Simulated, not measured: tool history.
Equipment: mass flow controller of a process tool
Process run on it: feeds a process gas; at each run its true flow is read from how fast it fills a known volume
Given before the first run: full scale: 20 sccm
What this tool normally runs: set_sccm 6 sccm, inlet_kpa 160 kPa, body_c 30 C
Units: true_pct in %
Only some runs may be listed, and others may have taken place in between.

Run 1, hour 0.0: usual settings. Result: true_pct 99.17 %.
Run 2, hour 114.8: usual settings. Result: true_pct 99.10 %.
Run 3, hour 211.6: usual settings. Result: true_pct 99.15 %.
Run 4, hour 324.3: usual settings. Result: true_pct 99.24 %.
Run 5, hour 395.9: usual settings but set_sccm 7 sccm. Result: true_pct 99.24 %.
Run 6, hour 532.4: usual settings but set_sccm 7 sccm. Result: true_pct 99.28 %.
Run 7, hour 667.5: usual settings but set_sccm 7 sccm. Result: true_pct 99.50 %.
Run 8, hour 808.9: usual settings but set_sccm 7 sccm. Result: true_pct 99.46 %.
Run 9, hour 928.8: usual settings but set_sccm 7 sccm, inlet_kpa 239 kPa. Result: true_pct 100.02 %.
Run 10, hour 1025.2: usual settings but inlet_kpa 233 kPa. Result: true_pct 99.95 %.
Run 11, hour 1112.0: usual settings but inlet_kpa 233 kPa. Result: true_pct 99.99 %.
Run 12, hour 1245.1: usual settings. Result: true_pct 99.71 %.
Run 13, hour 1347.1: usual settings but set_sccm 2 sccm. Result: true_pct 99.60 %.
Run 14, hour 1419.1: usual settings but set_sccm 2 sccm. Result: true_pct 99.61 %.
Run 15, hour 1489.3: usual settings but inlet_kpa 168 kPa. Result: true_pct 99.82 %.
Run 16, hour 1599.6: usual settings but inlet_kpa 168 kPa. Result: true_pct 99.85 %.
Run 17, hour 1738.5: usual settings but inlet_kpa 168 kPa. Result: true_pct 99.93 %.
Run 18, hour 1810.6: usual settings. Result: true_pct 99.98 %.
Run 19, hour 1938.5: usual settings but body_c 38 C. Result: true_pct 99.19 %.
Run 20, hour 2072.8: usual settings. Result: true_pct 100.24 %.
Run 21, hour 2195.9: usual settings. Result: true_pct 100.11 %.
Run 22, hour 2282.0: usual settings. Result: true_pct 100.13 %.
Run 23, hour 2342.1: usual settings but set_sccm 3 sccm. Result: true_pct 100.23 %.
Run 24, hour 2471.7: usual settings but set_sccm 3 sccm. Result: true_pct 100.20 %.
Run 25, hour 2535.4: usual settings but set_sccm 5 sccm, inlet_kpa 220 kPa. Result: true_pct 100.55 %.
Run 26, hour 2607.8: usual settings but set_sccm 5 sccm. Result: true_pct 100.32 %.
Run 27, hour 2693.0: usual settings but set_sccm 5 sccm, body_c 28 C. Result: true_pct 100.56 %.
Run 28, hour 2762.7: usual settings but set_sccm 11 sccm, inlet_kpa 164 kPa, body_c 28 C. Result: true_pct 100.80 %.
Run 29, hour 2843.6: usual settings but set_sccm 5 sccm, inlet_kpa 252 kPa, body_c 28 C. Result: true_pct 101.31 %.
Run 30, hour 2957.6: usual settings but set_sccm 5 sccm, inlet_kpa 252 kPa, body_c 28 C. Result: true_pct 101.14 %.
Run 31, hour 3080.3: usual settings but set_sccm 4 sccm, inlet_kpa 270 kPa, body_c 36 C. Result: true_pct 100.47 %.
Run 32, hour 3168.3: usual settings but inlet_kpa 264 kPa, body_c 23 C. Result: true_pct 101.92 %.
Run 33, hour 3302.1: usual settings but inlet_kpa 264 kPa, body_c 23 C. Result: true_pct 102.09 %.
Run 34, hour 3423.0: usual settings but inlet_kpa 191 kPa, body_c 28 C. Result: true_pct 101.27 %.
Run 35, hour 3547.7: usual settings but set_sccm 2 sccm, inlet_kpa 166 kPa, body_c 23 C. Result: true_pct 101.47 %.
Run 36, hour 3689.4: usual settings but set_sccm 9 sccm, inlet_kpa 153 kPa, body_c 34 C. Result: true_pct 100.40 %.
Run 37, hour 3755.4: usual settings but inlet_kpa 191 kPa. Result: true_pct 101.18 %.
Run 38, hour 3830.9: usual settings but set_sccm 9 sccm, inlet_kpa 203 kPa. Result: true_pct 101.33 %.
At hour 3842.0: gauge calibrated.
Run 39, hour 3923.5: usual settings but body_c 36 C. Result: true_pct 98.49 %.
Run 40, hour 4029.1: usual settings but inlet_kpa 264 kPa, body_c 22 C. Result: true_pct 100.53 %.
Run 41, hour 4129.1: usual settings but inlet_kpa 264 kPa, body_c 22 C. Result: true_pct 100.55 %.
Run 42, hour 4210.8: usual settings but set_sccm 3 sccm, inlet_kpa 212 kPa, body_c 22 C. Result: true_pct 100.22 %.
Run 43, hour 4343.4: usual settings but inlet_kpa 212 kPa, body_c 22 C. Result: true_pct 100.29 %.
At hour 4369.0: controller exchanged for a calibrated one.
Run 44, hour 4453.5: usual settings but inlet_kpa 212 kPa, body_c 22 C. Result: true_pct 100.48 %.
Run 45, hour 4532.2: usual settings but set_sccm 10 sccm, inlet_kpa 163 kPa, body_c 33 C. Result: true_pct 99.24 %.
Run 46, hour 4665.1: usual settings but set_sccm 10 sccm, inlet_kpa 163 kPa, body_c 23 C. Result: true_pct 100.28 %.
Run 47, hour 4807.7: usual settings but set_sccm 19 sccm, inlet_kpa 197 kPa. Result: true_pct 99.81 %.

Same runs, no hidden state in the tool, same run-to-run variation:
Hidden conditions of the tool in this case: flow at rest that the sensor doesn't see, % of full scale; true flow over the shown one, %; drift of the gauge itself on true_pct, %.
run  true_pct
  1     99.18
  2     99.04
  3     99.05
  4     99.08
  5     99.04
  6     99.01
  7     99.16
  8     99.05
  9     99.55
 10     99.43
 11     99.42
 12     99.08
 13     98.94
 14     98.91
 15     99.06
 16     99.04
 17     99.05
 18     99.07
 19     98.22
 20     99.19
 21     99.00
 22     98.97
 23     99.05
 24     98.96
 25     99.27
 26     99.00
 27     99.20
 28     99.39
 29     99.86
 30     99.63
 31     98.91
 32    100.29
 33    100.39
 34     99.53
 35     99.69
 36     98.54
 37     99.27
 38     99.37
 39     98.46
 40    100.44
 41    100.41
 42    100.05
 43    100.04
 44    100.17
 45     98.89
 46     99.86
 47     99.32
